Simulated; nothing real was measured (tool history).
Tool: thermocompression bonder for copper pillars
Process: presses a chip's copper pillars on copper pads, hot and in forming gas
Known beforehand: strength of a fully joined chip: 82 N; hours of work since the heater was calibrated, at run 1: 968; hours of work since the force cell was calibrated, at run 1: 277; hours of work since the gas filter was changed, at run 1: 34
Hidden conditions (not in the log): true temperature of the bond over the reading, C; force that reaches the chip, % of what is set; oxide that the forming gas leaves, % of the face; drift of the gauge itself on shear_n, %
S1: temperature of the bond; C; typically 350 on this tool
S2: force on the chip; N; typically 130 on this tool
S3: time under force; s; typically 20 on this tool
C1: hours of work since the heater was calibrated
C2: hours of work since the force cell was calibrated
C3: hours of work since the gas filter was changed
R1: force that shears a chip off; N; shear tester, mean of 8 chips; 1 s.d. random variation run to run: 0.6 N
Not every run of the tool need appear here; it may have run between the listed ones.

run	hour	S1	S2	S3	C1	C2	C3	R1
1	0	350	130	20	968	277	34	28.3
2	12.3	350	109	20	977	286	42	25.5
3	26.7	350	109	20	987	296	53	26.2
4	40.4	350	130	29	997	306	62	32.6
5	55.1	350	130	20	1007	316	73	28.2
6	74.2	350	156	20	1021	330	86	31.6
7	86.3	350	156	20	1029	338	95	30
8	105.4	350	130	20	1043	352	108	28.1
9	118.5	350	130	20	1052	361	117	27
# hour 122.7: heater calibrated with a thermocouple chip
10	143.7	350	130	20	15	377	134	24
11	155.8	350	89	14	23	386	142	16.8
# hour 172.3: heater calibrated with a thermocouple chip, once more
12	182.7	363	172	19	7	404	160	40.3
13	201.8	363	172	19	21	417	174	41.1
14	212.7	363	96	22	29	425	181	31.8
15	235.1	363	96	22	44	441	197	31.3
16	250.8	363	96	24	56	452	208	32.3
17	270.1	363	134	58	69	465	222	49.4
18	289.6	372	135	58	83	479	236	54.2
19	303.4	367	109	23	93	489	246	35.4

Forecast each of these 4 alternatives for the next run:
A	323.3	373	90	21	107	503	260	?
B	323.3	379	93	20	107	503	260	?
C	323.3	367	109	12	107	503	260	?
D	323.3	350	130	22	107	503	260	?

run	R1
A	32.7
B	35.8
C	27.4
D	30.8
What these runs would have given with no unlogged condition in the tool:
run	R1
A	35.9
B	39.2
C	30.1
D	33.8
